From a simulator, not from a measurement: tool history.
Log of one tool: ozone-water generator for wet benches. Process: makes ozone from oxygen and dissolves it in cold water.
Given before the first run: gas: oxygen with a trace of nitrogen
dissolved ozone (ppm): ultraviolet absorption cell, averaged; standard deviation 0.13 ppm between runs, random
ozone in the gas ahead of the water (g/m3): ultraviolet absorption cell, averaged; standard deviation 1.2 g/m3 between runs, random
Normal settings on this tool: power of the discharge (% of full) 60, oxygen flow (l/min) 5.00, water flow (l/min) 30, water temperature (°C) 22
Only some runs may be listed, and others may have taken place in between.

run	hour	power of the discharge (% of full)	oxygen flow (l/min)	water flow (l/min)	water temperature (°C)	dissolved ozone (ppm)	ozone in the gas ahead of the water (g/m3)
1	0.0	60	5.00	30	22	12.6	205.4
2	119.5	60	5.00	30	22	12.5	206.5
3	239.1	60	5.00	30	22	12.5	205.8
4	312.0	60	5.00	30	22	12.6	206.5
5	462.2	60	5.00	30	16	13.5	207.3
6	609.3	60	5.00	30	16	13.4	205.2
7	691.8	60	3.40	30	16	12.1	243.2
8	782.3	60	7.86	30	22	13.3	168.1
9	868.0	60	7.86	30	22	13.0	167.4
# hour 920.4: contactor cleaned
10	941.2	60	7.86	30	22	13.7	167.1
# hour 953.0: water thermometer calibrated
11	1080.2	60	7.86	30	22	13.8	166.5
12	1204.2	60	7.86	30	22	13.6	166.4
13	1354.6	60	7.86	30	22	13.6	165.9
14	1429.6	60	7.86	30	22	13.3	164.8
15	1532.8	60	7.86	30	22	13.4	166.0
16	1618.7	99	5.00	29	22	16.8	260.4
17	1692.8	99	5.00	21	15	25.8	259.0
# hour 1729.7: water thermometer calibrated, once more
18	1756.1	68	5.00	30	17	14.3	214.7
19	1879.9	68	5.00	30	17	14.4	214.9
20	1940.8	42	5.00	30	22	10.5	166.9
21	2053.7	85	3.07	24	22	17.1	292.4
22	2186.4	46	3.26	22	20	14.1	210.2
23	2305.2	80	5.00	25	26	16.3	229.1
24	2423.8	80	7.84	30	22	15.2	188.8
25	2509.6	60	5.00	46	21	7.7	197.2
26	2579.2	59	3.24	39	14	8.6	235.6
27	2690.5	82	3.24	39	14	10.1	276.0
28	2826.8	82	3.34	39	23	9.5	270.9

How would selected steps in dissolved ozone (ppm) from run to run divide? Give the signed amount a tool lacking its hidden state would still show from settings, what came in and random variation, and the signed amount left for the hidden state, including any gauge scatter that is not in both of the compared results.
Hidden state present: yield of the discharge, % of new electrodes'; contactor's efficiency, % of a clean one's; true water temperature over the reading, C; drift of the gauge itself on ozone_ppm, %; drift of the gauge itself on gas_g_m3, %.
Run 16 -> 17: water flow (l/min) 29 -> 21, water temperature (°C) 22 -> 15. dissolved ozone (ppm) +9.0: hidden state -1.3, all else +10.3.
Run 17 -> 18: power of the discharge (% of full) 99 -> 68, water flow (l/min) 21 -> 30, water temperature (°C) 15 -> 17, water thermometer calibrated, once more. dissolved ozone (ppm) -11.5: hidden state +2.0, all else -13.5.
Run 20 -> 21: power of the discharge (% of full) 42 -> 85, oxygen flow (l/min) 5.00 -> 3.07, water flow (l/min) 30 -> 24. dissolved ozone (ppm) +6.6: hidden state -1.5, all else +8.1.
